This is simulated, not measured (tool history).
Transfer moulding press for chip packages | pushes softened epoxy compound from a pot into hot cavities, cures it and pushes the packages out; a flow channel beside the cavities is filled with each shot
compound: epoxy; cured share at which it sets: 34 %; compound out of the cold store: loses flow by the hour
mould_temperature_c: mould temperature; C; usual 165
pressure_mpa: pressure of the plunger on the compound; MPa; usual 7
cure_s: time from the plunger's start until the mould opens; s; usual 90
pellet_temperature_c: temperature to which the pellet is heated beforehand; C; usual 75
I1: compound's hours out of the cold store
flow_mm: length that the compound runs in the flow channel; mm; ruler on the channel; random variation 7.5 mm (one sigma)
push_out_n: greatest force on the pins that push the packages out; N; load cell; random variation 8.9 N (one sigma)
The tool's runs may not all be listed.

{"run": 1, "day": 0.0, "mould_temperature_c": 165, "pressure_mpa": 7, "cure_s": 90, "pellet_temperature_c": 75, "I1": 35.4, "flow_mm": 740, "push_out_n": 505}
{"run": 2, "day": 0.571, "mould_temperature_c": 165, "pressure_mpa": 7, "cure_s": 90, "pellet_temperature_c": 84, "I1": 25.2, "flow_mm": 774, "push_out_n": 535}
{"day": 0.862, "done": "cavities cleaned with cleaning compound and waxed"}
{"run": 3, "day": 1.462, "mould_temperature_c": 165, "pressure_mpa": 7, "cure_s": 90, "pellet_temperature_c": 84, "I1": 39.3, "flow_mm": 714, "push_out_n": 405}
{"run": 4, "day": 2.054, "mould_temperature_c": 165, "pressure_mpa": 7, "cure_s": 90, "pellet_temperature_c": 84, "I1": 17.2, "flow_mm": 776, "push_out_n": 422}
{"run": 5, "day": 2.454, "mould_temperature_c": 165, "pressure_mpa": 7, "cure_s": 90, "pellet_temperature_c": 84, "I1": 44.6, "flow_mm": 700, "push_out_n": 440}
{"run": 6, "day": 3.158, "mould_temperature_c": 165, "pressure_mpa": 7, "cure_s": 90, "pellet_temperature_c": 84, "I1": 12.5, "flow_mm": 799, "push_out_n": 477}
{"run": 7, "day": 3.942, "mould_temperature_c": 165, "pressure_mpa": 7, "cure_s": 90, "pellet_temperature_c": 84, "I1": 23.7, "flow_mm": 752, "push_out_n": 502}
{"run": 8, "day": 4.829, "mould_temperature_c": 165, "pressure_mpa": 7, "cure_s": 90, "pellet_temperature_c": 84, "I1": 44.6, "flow_mm": 691, "push_out_n": 500}
{"run": 9, "day": 5.412, "mould_temperature_c": 167, "pressure_mpa": 5.62, "cure_s": 75, "pellet_temperature_c": 69, "I1": 16.2, "flow_mm": 692, "push_out_n": 713}
{"day": 5.621, "done": "cavities cleaned with cleaning compound and waxed"}
{"run": 10, "day": 6.279, "mould_temperature_c": 167, "pressure_mpa": 5.62, "cure_s": 75, "pellet_temperature_c": 69, "I1": 37, "flow_mm": 633, "push_out_n": 543}
{"run": 11, "day": 6.896, "mould_temperature_c": 167, "pressure_mpa": 5.62, "cure_s": 75, "pellet_temperature_c": 69, "I1": 16.4, "flow_mm": 681, "push_out_n": 611}
{"run": 12, "day": 7.596, "mould_temperature_c": 167, "pressure_mpa": 5.62, "cure_s": 75, "pellet_temperature_c": 69, "I1": 26.3, "flow_mm": 652, "push_out_n": 630}
{"run": 13, "day": 8.042, "mould_temperature_c": 160, "pressure_mpa": 7, "cure_s": 91, "pellet_temperature_c": 75, "I1": 47.2, "flow_mm": 687, "push_out_n": 623}
{"run": 14, "day": 8.721, "mould_temperature_c": 160, "pressure_mpa": 7, "cure_s": 91, "pellet_temperature_c": 75, "I1": 11.4, "flow_mm": 800, "push_out_n": 714}
{"run": 15, "day": 9.121, "mould_temperature_c": 160, "pressure_mpa": 7, "cure_s": 91, "pellet_temperature_c": 75, "I1": 44.9, "flow_mm": 690, "push_out_n": 671}
{"run": 16, "day": 9.721, "mould_temperature_c": 173, "pressure_mpa": 7, "cure_s": 72, "pellet_temperature_c": 75, "I1": 10.4, "flow_mm": 759, "push_out_n": 516}

Forecast each of these 3 alternatives for the next run:
{"day": 9.954, "done": "plunger's sealing rings changed"}
{"run": "A", "day": 10.325, "mould_temperature_c": 165, "pressure_mpa": 7, "cure_s": 87, "pellet_temperature_c": 81, "I1": 32.1, "flow_mm": "?", "push_out_n": "?"}
{"day": 9.954, "done": "plunger's sealing rings changed"}
{"run": "B", "day": 10.325, "mould_temperature_c": 173, "pressure_mpa": 7, "cure_s": 72, "pellet_temperature_c": 72, "I1": 28.5, "flow_mm": "?", "push_out_n": "?"}
{"day": 9.954, "done": "plunger's sealing rings changed"}
{"run": "C", "day": 10.325, "mould_temperature_c": 173, "pressure_mpa": 6.76, "cure_s": 106, "pellet_temperature_c": 75, "I1": 41.9, "flow_mm": "?", "push_out_n": "?"}

run=A flow_mm=804 push_out_n=528
run=B flow_mm=782 push_out_n=522
run=C flow_mm=732 push_out_n=415
Without the tool's hidden state the same runs would have given:
run=A flow_mm=807 push_out_n=385
run=B flow_mm=785 push_out_n=382
run=C flow_mm=734 push_out_n=296
